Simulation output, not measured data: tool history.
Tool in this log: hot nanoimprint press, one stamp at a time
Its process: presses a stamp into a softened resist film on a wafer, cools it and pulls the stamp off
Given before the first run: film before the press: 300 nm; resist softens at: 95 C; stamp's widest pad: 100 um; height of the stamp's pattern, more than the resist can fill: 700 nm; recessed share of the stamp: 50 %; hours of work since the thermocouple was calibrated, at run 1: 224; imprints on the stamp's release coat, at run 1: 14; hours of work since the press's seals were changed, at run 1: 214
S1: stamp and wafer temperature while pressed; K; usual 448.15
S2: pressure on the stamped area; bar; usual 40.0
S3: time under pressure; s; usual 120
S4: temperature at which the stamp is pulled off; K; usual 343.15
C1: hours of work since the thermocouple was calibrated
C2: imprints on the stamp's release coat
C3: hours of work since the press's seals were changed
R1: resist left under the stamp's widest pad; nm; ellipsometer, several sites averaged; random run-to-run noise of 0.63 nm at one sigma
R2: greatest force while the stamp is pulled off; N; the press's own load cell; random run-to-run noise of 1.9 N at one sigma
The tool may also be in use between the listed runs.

| run | hour | S1 | S2 | S3 | S4 | C1 | C2 | C3 | R1 | R2 |
|---|---|---|---|---|---|---|---|---|---|---|
| 1 | 0.0 | 448.15 | 40.0 | 120 | 343.15 | 224 | 14 | 214 | 135.2 | 168 |
| 2 | 20.4 | 448.15 | 40.0 | 120 | 343.15 | 237 | 100 | 228 | 134.8 | 171 |
| 3 | 45.1 | 448.15 | 40.0 | 135 | 343.15 | 254 | 205 | 244 | 129.8 | 172 |
| 4 | 66.4 | 448.15 | 40.0 | 135 | 343.15 | 268 | 296 | 258 | 131.3 | 177 |
| 5 | 81.2 | 448.15 | 40.0 | 120 | 343.15 | 278 | 359 | 268 | 136.6 | 176 |
| 6 | 110.0 | 448.15 | 40.0 | 120 | 343.15 | 297 | 480 | 287 | 135.6 | 183 |
| 7 | 122.8 | 448.15 | 40.0 | 120 | 338.15 | 305 | 535 | 296 | 136.2 | 189 |
|  | 154.2 | stamp cleaned and given a new release coat |
| 8 | 156.4 | 448.15 | 40.0 | 90 | 343.15 | 324 | 9 | 314 | 151.1 | 164 |
| 9 | 168.4 | 448.15 | 40.0 | 90 | 343.15 | 332 | 60 | 322 | 150.7 | 164 |
| 10 | 196.0 | 448.15 | 40.9 | 120 | 343.15 | 350 | 177 | 341 | 135.8 | 173 |
| 11 | 215.1 | 448.15 | 40.0 | 80 | 343.15 | 363 | 258 | 353 | 156.8 | 173 |
| 12 | 230.5 | 448.15 | 42.0 | 120 | 343.15 | 373 | 323 | 364 | 134.2 | 175 |
| 13 | 259.2 | 448.15 | 42.0 | 120 | 343.15 | 392 | 445 | 383 | 135.2 | 181 |
| 14 | 275.0 | 448.15 | 40.0 | 120 | 343.15 | 403 | 512 | 393 | 138.0 | 181 |
| 15 | 299.3 | 448.15 | 40.0 | 120 | 343.15 | 419 | 615 | 409 | 138.1 | 184 |
|  | 311.4 | stamp cleaned and given a new release coat |
| 16 | 332.2 | 448.15 | 40.0 | 120 | 343.15 | 437 | 88 | 427 | 138.8 | 173 |
| 17 | 345.7 | 448.15 | 40.0 | 120 | 343.15 | 446 | 145 | 436 | 138.9 | 168 |
| 18 | 370.5 | 448.15 | 59.4 | 120 | 343.15 | 462 | 251 | 453 | 114.8 | 177 |
| 19 | 389.0 | 457.15 | 40.0 | 120 | 343.15 | 475 | 329 | 465 | 109.2 | 179 |
| 20 | 412.7 | 457.15 | 40.0 | 120 | 343.15 | 490 | 429 | 481 | 109.6 | 182 |
|  | 428.9 | plate thermocouple calibrated |
| 21 | 431.8 | 443.15 | 28.3 | 202 | 350.15 | 2 | 498 | 491 | 149.9 | 165 |
| 22 | 454.2 | 443.15 | 51.6 | 217 | 334.15 | 17 | 593 | 506 | 109.6 | 201 |
|  | 471.2 | press's hydraulic seals changed and the load cell set to zero |
|  | 479.4 | stamp cleaned and given a new release coat |
| 23 | 490.3 | 443.15 | 32.1 | 150 | 335.15 | 32 | 47 | 9 | 154.4 | 180 |
| 24 | 518.9 | 443.15 | 32.1 | 150 | 335.15 | 51 | 168 | 28 | 154.2 | 185 |
| 25 | 542.0 | 448.15 | 56.7 | 120 | 342.15 | 66 | 266 | 43 | 110.5 | 176 |
| 26 | 566.5 | 453.15 | 55.5 | 108 | 337.15 | 82 | 370 | 59 | 100.6 | 185 |
| 27 | 585.5 | 448.15 | 40.0 | 120 | 350.15 | 95 | 450 | 72 | 131.3 | 165 |
| 28 | 598.6 | 439.15 | 30.5 | 98 | 330.15 | 104 | 506 | 81 | 197.8 | 203 |
| 29 | 626.8 | 448.15 | 42.4 | 98 | 330.15 | 122 | 625 | 99 | 140.0 | 212 |
|  | 636.6 | stamp cleaned and given a new release coat |
| 30 | 650.9 | 453.15 | 24.1 | 109 | 339.15 | 134 | 60 | 112 | 153.3 | 176 |
| 31 | 667.4 | 460.15 | 40.8 | 173 | 335.15 | 145 | 130 | 122 | 83.1 | 178 |

3 ways to go on from here, each from the tool as it stands after run 31. What would each give?
| A | 687.4 | 448.15 | 40.0 | 120 | 339.15 | 159 | 215 | 136 | ? | ? |
| B | 687.4 | 460.15 | 40.8 | 173 | 331.15 | 159 | 215 | 136 | ? | ? |
| C | 687.4 | 436.15 | 24.2 | 120 | 343.15 | 159 | 215 | 136 | ? | ? |

| run | R1 | R2 |
|---|---|---|
| A | 131.8 | 178 |
| B | 82.6 | 192 |
| C | 220.5 | 171 |
Stripped of hidden state, with their random variation kept, the same runs would have yielded:
| run | R1 | R2 |
|---|---|---|
| A | 130.1 | 171 |
| B | 81.5 | 183 |
| C | 218.8 | 164 |
